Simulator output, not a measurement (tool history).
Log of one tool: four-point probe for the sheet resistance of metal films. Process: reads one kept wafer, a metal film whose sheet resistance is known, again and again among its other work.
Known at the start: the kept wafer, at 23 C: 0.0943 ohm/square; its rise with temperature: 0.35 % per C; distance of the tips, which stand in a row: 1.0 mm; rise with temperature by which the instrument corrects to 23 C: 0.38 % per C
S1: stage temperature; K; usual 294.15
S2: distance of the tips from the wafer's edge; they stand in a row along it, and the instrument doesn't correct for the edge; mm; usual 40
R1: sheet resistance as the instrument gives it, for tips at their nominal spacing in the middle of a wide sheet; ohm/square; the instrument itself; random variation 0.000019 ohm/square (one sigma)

{"run": 1, "day": 0.0, "S1": 294.15, "S2": 40, "R1": 0.094357}
{"run": 2, "day": 0.767, "S1": 294.15, "S2": 25, "R1": 0.094472}
{"run": 3, "day": 1.588, "S1": 294.15, "S2": 25, "R1": 0.09446}
{"run": 4, "day": 2.504, "S1": 300.15, "S2": 25, "R1": 0.094266}
{"run": 5, "day": 3.542, "S1": 294.15, "S2": 16, "R1": 0.094546}
{"run": 6, "day": 4.096, "S1": 294.15, "S2": 16, "R1": 0.094548}
{"run": 7, "day": 4.667, "S1": 294.15, "S2": 4, "R1": 0.097446}
{"run": 8, "day": 5.904, "S1": 294.15, "S2": 24, "R1": 0.094438}
{"run": 9, "day": 6.629, "S1": 294.15, "S2": 24, "R1": 0.094424}
{"run": 10, "day": 7.329, "S1": 294.15, "S2": 24, "R1": 0.094417}
{"run": 11, "day": 8.533, "S1": 294.15, "S2": 24, "R1": 0.09447}
{"run": 12, "day": 9.475, "S1": 294.15, "S2": 24, "R1": 0.094459}
{"run": 13, "day": 10.646, "S1": 294.15, "S2": 24, "R1": 0.094431}
{"run": 14, "day": 11.629, "S1": 300.15, "S2": 42, "R1": 0.094295}
{"run": 15, "day": 12.583, "S1": 297.15, "S2": 40, "R1": 0.094321}
{"run": 16, "day": 13.225, "S1": 294.15, "S2": 7, "R1": 0.095374}
{"run": 17, "day": 14.279, "S1": 294.15, "S2": 4, "R1": 0.097434}
{"run": 18, "day": 15.454, "S1": 294.15, "S2": 4, "R1": 0.097452}
{"run": 19, "day": 16.638, "S1": 300.15, "S2": 39, "R1": 0.094226}
{"run": 20, "day": 17.592, "S1": 297.15, "S2": 5, "R1": 0.096261}

Forecast run 21:
{"run": 21, "day": 18.146, "S1": 297.15, "S2": 5, "R1": "?"}

R1: 0.096267 ohm/square
Without the tool's hidden state the same run would have given R1 0.096263 ohm/square.
